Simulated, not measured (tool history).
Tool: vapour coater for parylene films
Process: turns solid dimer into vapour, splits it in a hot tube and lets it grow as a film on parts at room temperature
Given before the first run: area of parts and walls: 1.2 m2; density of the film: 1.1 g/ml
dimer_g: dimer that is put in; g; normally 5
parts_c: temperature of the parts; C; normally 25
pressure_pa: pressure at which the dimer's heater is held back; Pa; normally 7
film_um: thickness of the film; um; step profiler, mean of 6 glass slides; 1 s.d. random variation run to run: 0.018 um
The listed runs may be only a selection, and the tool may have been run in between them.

{"run": 1, "hour": 0.0, "dimer_g": 5, "parts_c": 25, "pressure_pa": 7, "film_um": 2.01}
{"run": 2, "hour": 22.4, "dimer_g": 5, "parts_c": 25, "pressure_pa": 7, "film_um": 2.03}
{"run": 3, "hour": 46.7, "dimer_g": 5, "parts_c": 20, "pressure_pa": 7, "film_um": 2.3}
{"run": 4, "hour": 68.3, "dimer_g": 5, "parts_c": 20, "pressure_pa": 7, "film_um": 2.3}
{"run": 5, "hour": 84.1, "dimer_g": 5, "parts_c": 25, "pressure_pa": 7, "film_um": 1.99}
{"run": 6, "hour": 98.4, "dimer_g": 5, "parts_c": 25, "pressure_pa": 7, "film_um": 1.97}
{"run": 7, "hour": 111.7, "dimer_g": 5, "parts_c": 25, "pressure_pa": 7, "film_um": 1.99}
{"hour": 127.6, "done": "trap's valve overhauled"}
{"run": 8, "hour": 130.5, "dimer_g": 5, "parts_c": 25, "pressure_pa": 7, "film_um": 2.26}
{"run": 9, "hour": 160.7, "dimer_g": 5, "parts_c": 25, "pressure_pa": 7, "film_um": 2.24}
{"run": 10, "hour": 177.9, "dimer_g": 5, "parts_c": 25, "pressure_pa": 7, "film_um": 2.26}
{"run": 11, "hour": 207.8, "dimer_g": 5, "parts_c": 25, "pressure_pa": 7, "film_um": 2.2}
{"run": 12, "hour": 226.3, "dimer_g": 6, "parts_c": 25, "pressure_pa": 7, "film_um": 2.68}
{"run": 13, "hour": 245.5, "dimer_g": 2, "parts_c": 25, "pressure_pa": 7, "film_um": 0.88}
{"run": 14, "hour": 266.6, "dimer_g": 2, "parts_c": 25, "pressure_pa": 7, "film_um": 0.87}
{"run": 15, "hour": 283.0, "dimer_g": 5, "parts_c": 19, "pressure_pa": 6.26, "film_um": 2.65}
{"run": 16, "hour": 303.5, "dimer_g": 5, "parts_c": 19, "pressure_pa": 6.26, "film_um": 2.66}
{"run": 17, "hour": 319.0, "dimer_g": 6, "parts_c": 30, "pressure_pa": 10.3, "film_um": 2.07}
{"run": 18, "hour": 349.6, "dimer_g": 5, "parts_c": 25, "pressure_pa": 4.64, "film_um": 2.41}
{"run": 19, "hour": 379.4, "dimer_g": 5, "parts_c": 25, "pressure_pa": 4.64, "film_um": 2.36}
{"run": 20, "hour": 396.6, "dimer_g": 5, "parts_c": 25, "pressure_pa": 4.64, "film_um": 2.36}
{"run": 21, "hour": 416.4, "dimer_g": 3, "parts_c": 25, "pressure_pa": 4.64, "film_um": 1.43}
{"run": 22, "hour": 437.2, "dimer_g": 3, "parts_c": 25, "pressure_pa": 4.01, "film_um": 1.47}
{"run": 23, "hour": 462.1, "dimer_g": 3, "parts_c": 25, "pressure_pa": 4.01, "film_um": 1.48}

4 options for the next run, each taken on its own from the tool as it stands now. Forecast them:
{"run": "A", "hour": 490.9, "dimer_g": 3, "parts_c": 21, "pressure_pa": 7.63, "film_um": "?"}
{"run": "B", "hour": 490.9, "dimer_g": 5, "parts_c": 21, "pressure_pa": 4.01, "film_um": "?"}
{"run": "C", "hour": 490.9, "dimer_g": 5, "parts_c": 34, "pressure_pa": 11.4, "film_um": "?"}
{"run": "D", "hour": 490.9, "dimer_g": 3, "parts_c": 29, "pressure_pa": 6.78, "film_um": "?"}

run=A film_um=1.39
run=B film_um=2.71
run=C film_um=1.43
run=D film_um=1.13
Had the tool no hidden state, the same runs would have come out as:
run=A film_um=1.49
run=B film_um=2.9
run=C film_um=1.53
run=D film_um=1.22
